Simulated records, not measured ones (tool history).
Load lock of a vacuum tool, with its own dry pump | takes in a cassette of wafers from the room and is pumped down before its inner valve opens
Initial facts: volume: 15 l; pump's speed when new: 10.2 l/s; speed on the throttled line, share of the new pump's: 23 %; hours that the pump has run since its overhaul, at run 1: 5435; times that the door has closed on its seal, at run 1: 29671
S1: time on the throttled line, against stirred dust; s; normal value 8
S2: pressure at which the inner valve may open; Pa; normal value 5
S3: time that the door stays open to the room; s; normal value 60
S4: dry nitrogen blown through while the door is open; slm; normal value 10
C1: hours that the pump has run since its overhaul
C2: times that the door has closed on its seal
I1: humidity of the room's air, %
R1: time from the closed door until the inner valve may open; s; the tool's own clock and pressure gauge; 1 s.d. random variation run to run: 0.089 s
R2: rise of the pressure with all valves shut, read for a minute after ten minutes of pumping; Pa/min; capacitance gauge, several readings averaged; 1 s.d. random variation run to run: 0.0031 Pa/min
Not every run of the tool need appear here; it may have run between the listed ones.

| run | hour | S1 | S2 | S3 | S4 | C1 | C2 | I1 | R1 | R2 |
|---|---|---|---|---|---|---|---|---|---|---|
| 1 | 0.0 | 8 | 5 | 60 | 10 | 5435 | 29671 | 45.3 | 22.19 | 0.404 |
| 2 | 150.6 | 5 | 5 | 60 | 10 | 5586 | 30233 | 45.3 | 20.05 | 0.409 |
| 3 | 287.2 | 8 | 4 | 60 | 10 | 5723 | 30743 | 48.3 | 22.56 | 0.415 |
| 4 | 390.8 | 8 | 4 | 60 | 10 | 5826 | 31129 | 47.1 | 22.79 | 0.427 |
| 5 | 477.2 | 8 | 4 | 60 | 10 | 5913 | 31452 | 48.1 | 22.66 | 0.431 |
| 6 | 587.6 | 10 | 5 | 60 | 10 | 6023 | 31863 | 46.1 | 23.82 | 0.439 |
| 7 | 666.0 | 8 | 5 | 60 | 10 | 6101 | 32156 | 43.9 | 22.36 | 0.432 |
| 8 | 782.5 | 8 | 5 | 60 | 10 | 6218 | 32591 | 43.3 | 22.34 | 0.450 |
| 9 | 870.5 | 8 | 5 | 60 | 10 | 6306 | 32919 | 45.5 | 22.35 | 0.457 |
| 10 | 999.2 | 8 | 6 | 60 | 10 | 6435 | 33399 | 43.5 | 22.14 | 0.463 |
| 11 | 1161.8 | 10 | 5 | 60 | 10 | 6597 | 34006 | 43.2 | 23.97 | 0.473 |
| 12 | 1301.1 | 10 | 5 | 60 | 10 | 6737 | 34526 | 45.6 | 24.05 | 0.478 |
| 13 | 1446.6 | 10 | 5 | 60 | 10 | 6882 | 35069 | 47.4 | 23.95 | 0.506 |
| 14 | 1601.7 | 10 | 5 | 60 | 10 | 7037 | 35647 | 44.2 | 24.11 | 0.507 |
| 15 | 1722.2 | 8 | 5 | 60 | 10 | 7158 | 36097 | 45.9 | 22.40 | 0.506 |
| 16 | 1858.2 | 8 | 5 | 60 | 10 | 7294 | 36604 | 43.1 | 22.52 | 0.531 |
| 17 | 1929.4 | 8 | 5 | 60 | 10 | 7365 | 36870 | 45.0 | 22.50 | 0.527 |
| 18 | 2019.6 | 8 | 5 | 111 | 10 | 7455 | 37206 | 44.5 | 22.63 | 0.555 |
| 19 | 2096.2 | 8 | 5 | 111 | 10 | 7532 | 37492 | 47.1 | 22.54 | 0.577 |
|  | 2158.8 | door's seal changed, seat wiped |
| 20 | 2218.0 | 8 | 5 | 111 | 10 | 7652 | 221 | 45.3 | 22.70 | 0.110 |
| 21 | 2353.7 | 8 | 5 | 111 | 10 | 7788 | 727 | 45.7 | 22.68 | 0.111 |
| 22 | 2466.1 | 8 | 5 | 111 | 10 | 7900 | 1147 | 44.3 | 22.67 | 0.111 |
| 23 | 2553.5 | 8 | 5 | 32 | 5 | 7987 | 1473 | 43.7 | 22.73 | 0.084 |
| 24 | 2662.2 | 6 | 5 | 94 | 10 | 8096 | 1878 | 46.8 | 21.28 | 0.116 |
| 25 | 2753.6 | 6 | 5 | 92 | 8 | 8188 | 2219 | 50.5 | 21.02 | 0.128 |
| 26 | 2872.4 | 6 | 5 | 92 | 8 | 8306 | 2662 | 43.1 | 21.26 | 0.110 |
| 27 | 2946.2 | 4 | 4 | 78 | 5 | 8380 | 2938 | 42.7 | 20.39 | 0.119 |
| 28 | 3102.8 | 15 | 5 | 35 | 5 | 8537 | 3522 | 42.2 | 27.94 | 0.092 |
| 29 | 3173.1 | 5 | 5 | 43 | 5 | 8607 | 3784 | 44.5 | 20.56 | 0.105 |
| 30 | 3282.6 | 6 | 4 | 141 | 23 | 8717 | 4193 | 42.0 | 22.01 | 0.108 |
| 31 | 3419.5 | 12 | 5 | 83 | 4 | 8853 | 4704 | 46.3 | 25.72 | 0.131 |
| 32 | 3561.6 | 8 | 5 | 60 | 13 | 8995 | 5234 | 46.4 | 22.96 | 0.113 |
| 33 | 3727.8 | 8 | 5 | 60 | 30 | 9162 | 5854 | 43.1 | 23.01 | 0.091 |
| 34 | 3897.5 | 12 | 6 | 198 | 14 | 9331 | 6487 | 46.6 | 25.49 | 0.148 |
| 35 | 3988.3 | 8 | 5 | 60 | 7 | 9422 | 6826 | 43.0 | 22.93 | 0.125 |

Take each entry between the runs: how does the hidden state at the last listed run before it differ from the hidden state at the first listed run after it?
After run 19, before run 20: door's seal changed, seat wiped (hour 2158.8)
  pump's speed, % of a new pump's: 89.5 -> 89.3; leak at the door's seal, Pa l/s: 0.1175 -> 0.0028
  difference, measured minus the result without the unlogged condition, R1: +1.57 -> +1.59 s; R2: +0.469 -> +0.003 Pa/min
